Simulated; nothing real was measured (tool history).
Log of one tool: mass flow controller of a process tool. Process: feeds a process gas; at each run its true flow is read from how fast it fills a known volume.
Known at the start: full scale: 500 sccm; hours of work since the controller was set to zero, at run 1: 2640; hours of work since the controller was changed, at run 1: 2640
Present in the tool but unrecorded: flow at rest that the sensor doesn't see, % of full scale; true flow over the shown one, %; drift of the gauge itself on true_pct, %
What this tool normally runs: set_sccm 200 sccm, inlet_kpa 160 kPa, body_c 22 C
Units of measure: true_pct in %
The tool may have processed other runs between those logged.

| run | hour | set_sccm | inlet_kpa | body_c | hours of work since the controller was set to zero | hours of work since the controller was changed | true_pct |
|---|---|---|---|---|---|---|---|
| 1 | 0 | 200 | 160 | 22 | 2640 | 2640 | 99.96 |
| 2 | 201.4 | 200 | 160 | 22 | 2758 | 2758 | 100.23 |
| 3 | 380.1 | 200 | 160 | 22 | 2864 | 2864 | 100.12 |
| 4 | 580.9 | 200 | 160 | 22 | 2982 | 2982 | 100.06 |
| 5 | 703.1 | 200 | 160 | 22 | 3054 | 3054 | 100.08 |
| 6 | 810.2 | 200 | 160 | 22 | 3117 | 3117 | 99.97 |
| 7 | 1014.5 | 200 | 160 | 22 | 3238 | 3238 | 100.08 |
| 8 | 1214.8 | 200 | 160 | 22 | 3356 | 3356 | 100.32 |
| 9 | 1424.6 | 200 | 160 | 22 | 3479 | 3479 | 100.25 |
| 10 | 1663 | 200 | 160 | 22 | 3620 | 3620 | 100.16 |
| 11 | 1806.1 | 381 | 160 | 22 | 3704 | 3704 | 100.39 |
| 12 | 2007.9 | 200 | 257 | 22 | 3823 | 3823 | 100.71 |
| 13 | 2155.1 | 65 | 160 | 24 | 3910 | 3910 | 101.17 |
| 14 | 2377.4 | 104 | 154 | 28 | 4041 | 4041 | 100.56 |
| 15 | 2616.4 | 104 | 154 | 28 | 4182 | 4182 | 100.53 |
| 16 | 2745.8 | 196 | 240 | 37 | 4258 | 4258 | 100.27 |
| 17 | 2966.9 | 196 | 240 | 37 | 4388 | 4388 | 100.29 |
| 18 | 3065.5 | 200 | 147 | 21 | 4446 | 4446 | 100.47 |
| 19 | 3302.7 | 118 | 147 | 23 | 4586 | 4586 | 100.75 |
| 20 | 3524.8 | 118 | 258 | 30 | 4717 | 4717 | 101.08 |
| 21 | 3672.5 | 75 | 256 | 30 | 4804 | 4804 | 101.68 |
| 22 | 3895.7 | 200 | 262 | 36 | 4936 | 4936 | 100.61 |

Below, some changes in true_pct between adjacent runs. For each, the amount present without the hidden state too (settings, incoming material, random variation) and the amount remaining for the hidden state with gauge scatter not shared by both compared results:
Run 12 -> 13: set_sccm 200 -> 65, inlet_kpa 257 -> 160, body_c 22 -> 24. true_pct +0.46 %: hidden state +1.19, all else -0.73.
Run 13 -> 14: set_sccm 65 -> 104, inlet_kpa 160 -> 154, body_c 24 -> 28. true_pct -0.61 %: hidden state -0.6, all else -0.01.
Run 21 -> 22: set_sccm 75 -> 200, inlet_kpa 256 -> 262, body_c 30 -> 36. true_pct -1.07 %: hidden state -1.09, all else +0.02.

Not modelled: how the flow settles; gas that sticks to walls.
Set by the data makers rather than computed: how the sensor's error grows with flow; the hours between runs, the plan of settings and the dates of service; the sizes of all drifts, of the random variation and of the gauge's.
